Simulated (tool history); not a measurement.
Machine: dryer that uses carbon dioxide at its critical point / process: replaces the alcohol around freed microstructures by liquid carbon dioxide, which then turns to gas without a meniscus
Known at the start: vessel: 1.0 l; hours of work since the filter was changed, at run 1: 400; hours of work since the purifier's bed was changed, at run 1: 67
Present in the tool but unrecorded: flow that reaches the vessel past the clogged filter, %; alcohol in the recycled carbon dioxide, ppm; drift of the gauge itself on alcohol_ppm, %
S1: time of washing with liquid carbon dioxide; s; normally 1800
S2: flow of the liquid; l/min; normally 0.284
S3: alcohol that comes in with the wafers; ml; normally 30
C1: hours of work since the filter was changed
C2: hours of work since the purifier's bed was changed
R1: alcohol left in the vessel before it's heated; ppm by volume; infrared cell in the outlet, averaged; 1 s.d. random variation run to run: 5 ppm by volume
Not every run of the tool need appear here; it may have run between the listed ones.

run 1 hour=0.0 | S1=1800 S2=0.284 S3=30 | C1=400 C2=67 | R1=62
run 2 hour=5.8 | S1=1800 S2=0.466 S3=30 | C1=403 C2=69 | R1=13
run 3 hour=12.7 | S1=1800 S2=0.239 S3=30 | C1=405 C2=72 | R1=167
-- hour=19.3 inlet filter changed
run 4 hour=23.2 | S1=1800 S2=0.239 S3=30 | C1=2 C2=75 | R1=70
run 5 hour=31.4 | S1=1800 S2=0.239 S3=30 | C1=5 C2=79 | R1=72
run 6 hour=39.8 | S1=1800 S2=0.239 S3=30 | C1=8 C2=82 | R1=77
run 7 hour=48.5 | S1=1800 S2=0.239 S3=30 | C1=11 C2=85 | R1=73
run 8 hour=60.2 | S1=1800 S2=0.239 S3=30 | C1=16 C2=90 | R1=75
run 9 hour=69.3 | S1=1800 S2=0.239 S3=30 | C1=19 C2=93 | R1=76
run 10 hour=75.5 | S1=1800 S2=0.239 S3=30 | C1=22 C2=96 | R1=83
run 11 hour=84.4 | S1=1800 S2=0.239 S3=30 | C1=25 C2=99 | R1=89
run 12 hour=94.0 | S1=1800 S2=0.239 S3=30 | C1=29 C2=103 | R1=77
run 13 hour=102.5 | S1=1980 S2=0.239 S3=30 | C1=32 C2=106 | R1=60
run 14 hour=112.3 | S1=1680 S2=0.323 S3=26 | C1=36 C2=110 | R1=30
run 15 hour=119.7 | S1=1680 S2=0.323 S3=26 | C1=39 C2=113 | R1=34
run 16 hour=129.4 | S1=1680 S2=0.323 S3=26 | C1=43 C2=117 | R1=40
run 17 hour=140.3 | S1=2700 S2=0.263 S3=54 | C1=47 C2=121 | R1=31
run 18 hour=151.5 | S1=2700 S2=0.189 S3=74 | C1=51 C2=125 | R1=78
run 19 hour=162.4 | S1=2760 S2=0.411 S3=36 | C1=55 C2=129 | R1=30
run 20 hour=169.6 | S1=2760 S2=0.411 S3=36 | C1=58 C2=132 | R1=22
run 21 hour=179.6 | S1=2760 S2=0.411 S3=36 | C1=62 C2=136 | R1=24
run 22 hour=184.7 | S1=2760 S2=0.316 S3=96 | C1=64 C2=138 | R1=26
run 23 hour=190.1 | S1=2760 S2=0.316 S3=96 | C1=66 C2=140 | R1=32

Pick out some run-to-run changes in R1. Of each, how much would a tool without hidden state show as well, from the settings, what came in and chance, and how much is left for the hidden state and any gauge scatter not in both results compared?
Run 2 -> 3: S2 0.466 -> 0.239. R1 +154 ppm by volume: hidden state +88, all else +66.
Run 3 -> 4: inlet filter changed. R1 -97 ppm by volume: hidden state -86, all else -11.

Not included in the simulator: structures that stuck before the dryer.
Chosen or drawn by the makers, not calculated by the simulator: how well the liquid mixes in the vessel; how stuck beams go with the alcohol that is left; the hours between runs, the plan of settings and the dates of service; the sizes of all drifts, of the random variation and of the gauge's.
